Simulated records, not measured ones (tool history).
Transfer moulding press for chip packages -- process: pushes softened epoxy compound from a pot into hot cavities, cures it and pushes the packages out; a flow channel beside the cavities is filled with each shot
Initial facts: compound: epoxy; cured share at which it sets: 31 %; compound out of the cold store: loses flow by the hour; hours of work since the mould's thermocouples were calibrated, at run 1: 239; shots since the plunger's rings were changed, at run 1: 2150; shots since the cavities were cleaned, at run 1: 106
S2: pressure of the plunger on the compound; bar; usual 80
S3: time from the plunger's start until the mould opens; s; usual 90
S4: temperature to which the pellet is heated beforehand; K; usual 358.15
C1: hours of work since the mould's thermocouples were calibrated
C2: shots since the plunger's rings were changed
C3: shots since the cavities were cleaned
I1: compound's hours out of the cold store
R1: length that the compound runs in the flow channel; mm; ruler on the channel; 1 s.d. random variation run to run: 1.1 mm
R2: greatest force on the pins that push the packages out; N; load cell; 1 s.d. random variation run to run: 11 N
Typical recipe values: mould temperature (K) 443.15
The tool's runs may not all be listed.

run 1 hour=0 | mould_temperature_(K)=443.15 S2=80 S3=90 S4=358.15 | C1=239 C2=2150 C3=106 | I1=30.3 | R1=605 R2=599
run 2 hour=7.9 | mould_temperature_(K)=443.15 S2=80 S3=90 S4=358.15 | C1=244 C2=2245 C3=201 | I1=47.9 | R1=545 R2=646
run 3 hour=17.9 | mould_temperature_(K)=443.15 S2=80 S3=90 S4=358.15 | C1=249 C2=2365 C3=321 | I1=39 | R1=574 R2=697
run 4 hour=24.5 | mould_temperature_(K)=443.15 S2=80 S3=90 S4=358.15 | C1=253 C2=2446 C3=402 | I1=13.2 | R1=671 R2=811
run 5 hour=29.3 | mould_temperature_(K)=441.15 S2=80 S3=90 S4=358.15 | C1=256 C2=2503 C3=459 | I1=20.6 | R1=649 R2=917
run 6 hour=37.2 | mould_temperature_(K)=441.15 S2=80 S3=90 S4=358.15 | C1=261 C2=2599 C3=555 | I1=37.5 | R1=584 R2=887
run 7 hour=43.5 | mould_temperature_(K)=443.15 S2=80 S3=83 S4=358.15 | C1=265 C2=2675 C3=631 | I1=13.1 | R1=672 R2=1055
-- hour=49.6 cavities cleaned with cleaning compound and waxed
run 8 hour=54.5 | mould_temperature_(K)=443.15 S2=93.9 S3=90 S4=358.15 | C1=270 C2=2790 C3=60 | I1=43.1 | R1=606 R2=1108
run 9 hour=64.1 | mould_temperature_(K)=443.15 S2=93.9 S3=90 S4=358.15 | C1=276 C2=2905 C3=175 | I1=9.5 | R1=741 R2=1151

The next listed run, before its measurement:
run 10 hour=72 | mould_temperature_(K)=443.15 S2=70.6 S3=90 S4=354.15 | C1=281 C2=3000 C3=270 | I1=32.5 | R1=? R2=?

Run 10 measured R1 555 mm, R2 1135 N.
Had the tool carried no hidden state, the very same run would have given R1 576 mm, R2 526 N.
